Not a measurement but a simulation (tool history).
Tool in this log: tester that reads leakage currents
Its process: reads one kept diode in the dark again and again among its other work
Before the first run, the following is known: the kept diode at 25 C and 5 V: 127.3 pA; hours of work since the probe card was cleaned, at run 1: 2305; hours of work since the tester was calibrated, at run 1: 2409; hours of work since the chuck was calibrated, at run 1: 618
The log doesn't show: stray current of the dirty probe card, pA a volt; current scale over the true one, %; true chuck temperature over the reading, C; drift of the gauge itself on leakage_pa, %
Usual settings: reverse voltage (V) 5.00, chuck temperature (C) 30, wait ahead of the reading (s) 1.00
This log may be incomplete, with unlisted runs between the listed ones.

| run | hour | reverse voltage (V) | chuck temperature (C) | wait ahead of the reading (s) | hours of work since the probe card was cleaned | hours of work since the tester was calibrated | hours of work since the chuck was calibrated | current that the tester gives (pA) |
|---|---|---|---|---|---|---|---|---|
| 1 | 0.0 | 5.00 | 30 | 1.00 | 2305 | 2409 | 618 | 191.24 |
| 2 | 85.2 | 5.00 | 30 | 1.00 | 2360 | 2463 | 672 | 192.75 |
| 3 | 150.5 | 5.00 | 30 | 2.98 | 2402 | 2505 | 714 | 192.09 |
| 4 | 280.2 | 5.00 | 30 | 2.98 | 2485 | 2589 | 798 | 191.69 |
| 5 | 396.1 | 5.00 | 30 | 2.98 | 2560 | 2663 | 873 | 193.09 |
| 6 | 514.6 | 5.00 | 30 | 2.98 | 2636 | 2740 | 949 | 191.83 |
| 7 | 599.9 | 5.00 | 30 | 2.34 | 2691 | 2794 | 1004 | 192.28 |
| 8 | 719.2 | 5.00 | 30 | 1.00 | 2768 | 2871 | 1080 | 191.91 |
| 9 | 796.3 | 5.00 | 30 | 1.00 | 2817 | 2921 | 1130 | 192.21 |
| 10 | 929.5 | 5.00 | 30 | 1.00 | 2903 | 3007 | 1216 | 192.30 |
| 11 | 989.5 | 5.00 | 30 | 1.00 | 2942 | 3045 | 1254 | 191.76 |
|  | 1003.4 | chuck's temperature calibrated |
| 12 | 1126.4 | 5.00 | 30 | 1.00 | 3028 | 3132 | 79 | 192.10 |
| 13 | 1242.5 | 5.00 | 30 | 1.00 | 3103 | 3207 | 154 | 191.67 |
| 14 | 1326.2 | 5.00 | 30 | 1.00 | 3157 | 3260 | 208 | 192.57 |
|  | 1357.6 | tester calibrated |
| 15 | 1397.4 | 5.00 | 30 | 1.00 | 3201 | 26 | 252 | 191.83 |
| 16 | 1496.2 | 1.74 | 31 | 5.04 | 3265 | 89 | 316 | 134.30 |
| 17 | 1611.5 | 1.74 | 31 | 5.04 | 3339 | 163 | 390 | 133.75 |
|  | 1699.7 | probe card cleaned and baked |
| 18 | 1699.9 | 7.46 | 30 | 1.00 | 0 | 218 | 445 | 225.48 |
| 19 | 1809.6 | 2.59 | 58 | 1.42 | 71 | 289 | 515 | 1146.55 |
| 20 | 1868.2 | 1.18 | 58 | 1.42 | 108 | 327 | 553 | 826.93 |
| 21 | 1999.5 | 1.18 | 58 | 1.42 | 193 | 411 | 638 | 829.08 |
| 22 | 2127.6 | 2.83 | 45 | 1.08 | 275 | 493 | 720 | 478.40 |
| 23 | 2232.0 | 4.63 | 24 | 4.47 | 342 | 561 | 787 | 113.95 |
| 24 | 2335.3 | 15.38 | 30 | 1.12 | 409 | 627 | 854 | 307.73 |
| 25 | 2444.2 | 4.20 | 39 | 2.06 | 479 | 697 | 924 | 361.25 |
| 26 | 2555.2 | 4.20 | 53 | 2.85 | 550 | 769 | 995 | 996.51 |
| 27 | 2648.4 | 2.56 | 24 | 0.52 | 610 | 829 | 1055 | 88.83 |
| 28 | 2708.3 | 10.65 | 58 | 0.31 | 649 | 867 | 1094 | 2055.43 |
| 29 | 2766.0 | 2.18 | 58 | 1.72 | 686 | 904 | 1131 | 1068.63 |
| 30 | 2853.9 | 6.18 | 24 | 0.64 | 743 | 961 | 1187 | 128.56 |

For each entry between runs, how does the tool's hidden state at the last listed run before it compare with that at the first listed run after it?
Runs 11 to 12: chuck's temperature calibrated (hour 1003.4)
  true chuck temperature over the reading, C: 0.03 -> 0
  the result without the hidden state subtracted from the measured one, current that the tester gives (pA): +0.39 -> +0.04
Runs 14 to 15: tester calibrated (hour 1357.6)
  current scale over the true one, %: -0.02 -> 0; true chuck temperature over the reading, C: 0 -> 0.01
  the result without the hidden state subtracted from the measured one, current that the tester gives (pA): +0.08 -> +0.14
Runs 17 to 18: probe card cleaned and baked (hour 1699.7)
  stray current of the dirty probe card, pA a volt: 0.03 -> 0.02
  the result without the hidden state subtracted from the measured one, current that the tester gives (pA): +0.11 -> +0.17

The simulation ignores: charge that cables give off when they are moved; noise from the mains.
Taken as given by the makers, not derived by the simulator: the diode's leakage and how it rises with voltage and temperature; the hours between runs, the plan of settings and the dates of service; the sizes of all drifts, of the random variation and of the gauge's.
